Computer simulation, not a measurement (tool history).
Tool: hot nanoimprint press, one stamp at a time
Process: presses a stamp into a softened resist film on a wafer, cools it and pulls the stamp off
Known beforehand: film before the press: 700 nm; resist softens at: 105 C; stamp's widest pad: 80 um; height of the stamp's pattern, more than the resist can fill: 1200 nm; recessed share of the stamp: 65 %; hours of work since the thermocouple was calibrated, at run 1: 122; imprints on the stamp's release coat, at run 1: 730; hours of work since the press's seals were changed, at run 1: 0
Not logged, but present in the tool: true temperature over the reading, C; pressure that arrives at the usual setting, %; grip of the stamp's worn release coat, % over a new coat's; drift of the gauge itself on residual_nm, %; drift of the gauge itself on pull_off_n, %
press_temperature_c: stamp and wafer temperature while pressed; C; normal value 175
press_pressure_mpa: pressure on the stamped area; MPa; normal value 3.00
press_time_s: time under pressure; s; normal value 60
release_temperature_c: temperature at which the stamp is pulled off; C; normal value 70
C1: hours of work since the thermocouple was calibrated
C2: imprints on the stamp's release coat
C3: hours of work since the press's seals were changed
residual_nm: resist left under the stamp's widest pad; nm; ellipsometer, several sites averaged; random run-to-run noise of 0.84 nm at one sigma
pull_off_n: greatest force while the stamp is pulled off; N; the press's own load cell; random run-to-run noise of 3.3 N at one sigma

Run 1, hour 0.0: usual settings; C1 122; C2 730; C3 0. Result: residual_nm 386.2 nm, pull_off_n 175 N.
Run 2, hour 58.5: usual settings; C1 160; C2 843; C3 38. Result: residual_nm 384.7 nm, pull_off_n 171 N.
Run 3, hour 115.5: usual settings but release_temperature_c 71 C; C1 196; C2 954; C3 74. Result: residual_nm 385.2 nm, pull_off_n 168 N.
At hour 165.7: stamp cleaned and given a new release coat.
Run 4, hour 169.7: usual settings but release_temperature_c 71 C; C1 227; C2 7; C3 106. Result: residual_nm 386.2 nm, pull_off_n 164 N.
Run 5, hour 225.0: usual settings but press_time_s 75 s, release_temperature_c 71 C; C1 263; C2 115; C3 141. Result: residual_nm 356.7 nm, pull_off_n 166 N.
Run 6, hour 269.8: usual settings but press_time_s 75 s, release_temperature_c 71 C; C1 292; C2 202; C3 170. Result: residual_nm 355.6 nm, pull_off_n 167 N.
Run 7, hour 296.2: usual settings; C1 309; C2 253; C3 187. Result: residual_nm 386.3 nm, pull_off_n 172 N.
Run 8, hour 337.7: usual settings; C1 336; C2 333; C3 214. Result: residual_nm 385.4 nm, pull_off_n 168 N.
Run 9, hour 373.5: usual settings; C1 359; C2 403; C3 237. Result: residual_nm 386.3 nm, pull_off_n 170 N.
Run 10, hour 418.4: usual settings; C1 388; C2 490; C3 266. Result: residual_nm 386.1 nm, pull_off_n 168 N.
Run 11, hour 458.5: usual settings; C1 414; C2 568; C3 292. Result: residual_nm 385.5 nm, pull_off_n 179 N.
Run 12, hour 505.9: usual settings; C1 444; C2 660; C3 322. Result: residual_nm 387.6 nm, pull_off_n 177 N.
At hour 533.1: plate thermocouple calibrated.
Run 13, hour 552.4: usual settings; C1 12; C2 744; C3 351. Result: residual_nm 388.1 nm, pull_off_n 170 N.
Run 14, hour 582.2: usual settings; C1 32; C2 802; C3 370. Result: residual_nm 389.3 nm, pull_off_n 173 N.
Run 15, hour 612.8: usual settings; C1 51; C2 861; C3 390. Result: residual_nm 388.8 nm, pull_off_n 175 N.
Run 16, hour 661.2: usual settings; C1 83; C2 955; C3 421. Result: residual_nm 389.1 nm, pull_off_n 171 N.
Run 17, hour 691.2: usual settings but press_pressure_mpa 1.86 MPa, press_time_s 65 s, release_temperature_c 73 C; C1 102; C2 1013; C3 440. Result: residual_nm 446.5 nm, pull_off_n 160 N.
At hour 709.8: stamp cleaned and given a new release coat.
Run 18, hour 734.3: usual settings but press_temperature_c 173 C; C1 126; C2 47; C3 464. Result: residual_nm 415.5 nm, pull_off_n 174 N.
Run 19, hour 792.5: usual settings but press_temperature_c 173 C; C1 163; C2 160; C3 502. Result: residual_nm 415.6 nm, pull_off_n 168 N.
Run 20, hour 837.0: usual settings but press_temperature_c 172 C, press_pressure_mpa 2.67 MPa, press_time_s 49 s; C1 192; C2 246; C3 530. Result: residual_nm 475.1 nm, pull_off_n 170 N.
Run 21, hour 864.3: usual settings but press_temperature_c 181 C, press_pressure_mpa 4.71 MPa, release_temperature_c 66 C; C1 210; C2 299; C3 548. Result: residual_nm 258.4 nm, pull_off_n 188 N.
Run 22, hour 921.3: usual settings but press_temperature_c 181 C, press_pressure_mpa 4.71 MPa, release_temperature_c 66 C; C1 247; C2 410; C3 585. Result: residual_nm 258.1 nm, pull_off_n 194 N.
Run 23, hour 977.3: usual settings but press_temperature_c 184 C, press_time_s 70 s, release_temperature_c 57 C; C1 283; C2 518; C3 621. Result: residual_nm 266.1 nm, pull_off_n 232 N.
Run 24, hour 1011.0: usual settings but press_temperature_c 185 C, press_time_s 33 s, release_temperature_c 69 C; C1 304; C2 584; C3 643. Result: residual_nm 346.3 nm, pull_off_n 172 N.
Run 25, hour 1037.8: usual settings but press_temperature_c 185 C, press_time_s 33 s, release_temperature_c 69 C; C1 322; C2 636; C3 660. Result: residual_nm 345.5 nm, pull_off_n 174 N.
Run 26, hour 1083.1: usual settings but press_temperature_c 185 C, press_time_s 33 s, release_temperature_c 69 C; C1 351; C2 724; C3 689. Result: residual_nm 346.6 nm, pull_off_n 177 N.
Run 27, hour 1112.1: usual settings but press_temperature_c 185 C, press_time_s 33 s, release_temperature_c 73 C; C1 370; C2 780; C3 708. Result: residual_nm 345.6 nm, pull_off_n 154 N.
Run 28, hour 1147.3: usual settings but press_temperature_c 185 C, press_time_s 33 s, release_temperature_c 73 C; C1 392; C2 848; C3 730. Result: residual_nm 345.9 nm, pull_off_n 157 N.
Run 29, hour 1174.9: usual settings but press_temperature_c 185 C, press_time_s 33 s, release_temperature_c 73 C; C1 410; C2 902; C3 748. Result: residual_nm 347.5 nm, pull_off_n 159 N.
Run 30, hour 1203.1: usual settings but press_temperature_c 163 C, press_pressure_mpa 3.68 MPa, press_time_s 41 s, release_temperature_c 66 C; C1 428; C2 956; C3 766. Result: residual_nm 574.4 nm, pull_off_n 194 N.

Predict each of these 3 candidate next runs independently; none follows another, all start after run 30:
At hour 1249.2: stamp cleaned and given a new release coat.
At hour 1263.4: plate thermocouple calibrated.
Run A, hour 1268.6: usual settings but press_temperature_c 163 C, press_pressure_mpa 3.68 MPa, press_time_s 50 s, release_temperature_c 62 C; C1 3; C2 32; C3 803. Result: residual_nm ?, pull_off_n ?.
At hour 1249.2: stamp cleaned and given a new release coat.
At hour 1263.4: plate thermocouple calibrated.
Run B, hour 1268.6: usual settings but press_pressure_mpa 2.18 MPa; C1 3; C2 32; C3 803. Result: residual_nm ?, pull_off_n ?.
At hour 1249.2: stamp cleaned and given a new release coat.
At hour 1263.4: plate thermocouple calibrated.
Run C, hour 1268.6: usual settings but press_temperature_c 176 C, press_pressure_mpa 3.90 MPa, press_time_s 83 s, release_temperature_c 66 C; C1 3; C2 32; C3 803. Result: residual_nm ?, pull_off_n ?.

run  residual_nm  pull_off_n
  A        555.4         209
  B        438.3         172
  C        301.2         193
What these runs would have given with no unlogged condition in the tool:
run  residual_nm  pull_off_n
  A        546.1         209
  B        430.9         172
  C        296.1         193

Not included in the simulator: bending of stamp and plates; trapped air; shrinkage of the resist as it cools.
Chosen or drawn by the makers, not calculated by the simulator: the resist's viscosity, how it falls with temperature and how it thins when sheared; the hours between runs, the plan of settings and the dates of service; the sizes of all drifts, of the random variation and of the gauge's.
